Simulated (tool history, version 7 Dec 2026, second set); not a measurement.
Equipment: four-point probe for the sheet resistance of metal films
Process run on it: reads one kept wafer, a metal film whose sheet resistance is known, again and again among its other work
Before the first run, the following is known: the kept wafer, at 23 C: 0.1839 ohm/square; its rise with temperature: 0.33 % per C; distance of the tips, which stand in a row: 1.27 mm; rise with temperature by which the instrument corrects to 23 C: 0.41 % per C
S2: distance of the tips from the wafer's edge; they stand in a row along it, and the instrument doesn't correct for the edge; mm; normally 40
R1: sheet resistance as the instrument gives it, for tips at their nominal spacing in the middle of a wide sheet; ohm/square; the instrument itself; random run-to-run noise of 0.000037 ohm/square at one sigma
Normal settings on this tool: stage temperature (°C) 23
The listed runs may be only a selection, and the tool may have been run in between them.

{"run": 1, "hour": 0.0, "stage temperature (°C)": 23, "S2": 40, "R1": 0.183571}
{"run": 2, "hour": 15.9, "stage temperature (°C)": 23, "S2": 9, "R1": 0.185437}
{"run": 3, "hour": 32.3, "stage temperature (°C)": 23, "S2": 9, "R1": 0.185543}
{"run": 4, "hour": 60.3, "stage temperature (°C)": 23, "S2": 40, "R1": 0.183588}
{"run": 5, "hour": 86.5, "stage temperature (°C)": 23, "S2": 40, "R1": 0.183515}
{"run": 6, "hour": 105.0, "stage temperature (°C)": 23, "S2": 5, "R1": 0.189601}
{"run": 7, "hour": 119.5, "stage temperature (°C)": 23, "S2": 5, "R1": 0.189653}
{"run": 8, "hour": 145.4, "stage temperature (°C)": 23, "S2": 66, "R1": 0.183483}
{"run": 9, "hour": 171.2, "stage temperature (°C)": 23, "S2": 66, "R1": 0.183459}
{"run": 10, "hour": 184.9, "stage temperature (°C)": 22, "S2": 40, "R1": 0.183774}
{"run": 11, "hour": 213.8, "stage temperature (°C)": 29, "S2": 40, "R1": 0.182702}
{"run": 12, "hour": 235.7, "stage temperature (°C)": 23, "S2": 40, "R1": 0.183483}
{"run": 13, "hour": 251.7, "stage temperature (°C)": 29, "S2": 40, "R1": 0.182772}
{"run": 14, "hour": 274.1, "stage temperature (°C)": 29, "S2": 40, "R1": 0.182817}
{"run": 15, "hour": 304.6, "stage temperature (°C)": 22, "S2": 40, "R1": 0.183673}
{"run": 16, "hour": 335.1, "stage temperature (°C)": 28, "S2": 40, "R1": 0.182794}
{"run": 17, "hour": 355.9, "stage temperature (°C)": 28, "S2": 40, "R1": 0.182721}
{"run": 18, "hour": 382.1, "stage temperature (°C)": 23, "S2": 40, "R1": 0.183512}
{"run": 19, "hour": 394.5, "stage temperature (°C)": 27, "S2": 27, "R1": 0.183094}
{"run": 20, "hour": 421.8, "stage temperature (°C)": 18, "S2": 9, "R1": 0.186071}
{"run": 21, "hour": 446.6, "stage temperature (°C)": 18, "S2": 9, "R1": 0.186129}
{"run": 22, "hour": 459.6, "stage temperature (°C)": 32, "S2": 6, "R1": 0.186405}
{"run": 23, "hour": 483.3, "stage temperature (°C)": 27, "S2": 9, "R1": 0.184811}
{"run": 24, "hour": 505.1, "stage temperature (°C)": 34, "S2": 15, "R1": 0.18252}
{"run": 25, "hour": 521.3, "stage temperature (°C)": 34, "S2": 15, "R1": 0.182599}
{"run": 26, "hour": 537.5, "stage temperature (°C)": 34, "S2": 15, "R1": 0.182619}
{"run": 27, "hour": 552.0, "stage temperature (°C)": 34, "S2": 65, "R1": 0.181912}
{"run": 28, "hour": 569.2, "stage temperature (°C)": 27, "S2": 7, "R1": 0.186035}
{"run": 29, "hour": 595.2, "stage temperature (°C)": 29, "S2": 49, "R1": 0.182601}
{"run": 30, "hour": 617.9, "stage temperature (°C)": 32, "S2": 56, "R1": 0.182189}
{"run": 31, "hour": 637.9, "stage temperature (°C)": 29, "S2": 9, "R1": 0.184518}
{"run": 32, "hour": 653.9, "stage temperature (°C)": 29, "S2": 9, "R1": 0.184507}
{"run": 33, "hour": 676.0, "stage temperature (°C)": 34, "S2": 25, "R1": 0.182085}
{"run": 34, "hour": 698.0, "stage temperature (°C)": 19, "S2": 67, "R1": 0.183943}
{"run": 35, "hour": 719.0, "stage temperature (°C)": 20, "S2": 3, "R1": 0.199841}

Hidden state or all else? Some run-to-run changes of R1, split into what the settings, what came in and random variation would give without the hidden state, and what is left for the hidden state (with any gauge scatter that isn't in both results):
The hidden state here: inner tips' distance over the nominal, %; tips' flats over new ones', %; wafer's true temperature over the reading, C; drift of the gauge itself on sheet_ohm, %.
Run 5 -> 6: S2 40 -> 5. R1 +0.006086 ohm/square: hidden state -0.000017, all else +0.006103.
Run 7 -> 8: S2 5 -> 66. R1 -0.00617 ohm/square: hidden state +0.000007, all else -0.006177.
Run 27 -> 28: stage temperature (°C) 34 -> 27, S2 65 -> 7. R1 +0.004123 ohm/square: hidden state -0.000016, all else +0.004139.
Run 34 -> 35: stage temperature (°C) 19 -> 20, S2 67 -> 3. R1 +0.015898 ohm/square: hidden state -0.000048, all else +0.015946.

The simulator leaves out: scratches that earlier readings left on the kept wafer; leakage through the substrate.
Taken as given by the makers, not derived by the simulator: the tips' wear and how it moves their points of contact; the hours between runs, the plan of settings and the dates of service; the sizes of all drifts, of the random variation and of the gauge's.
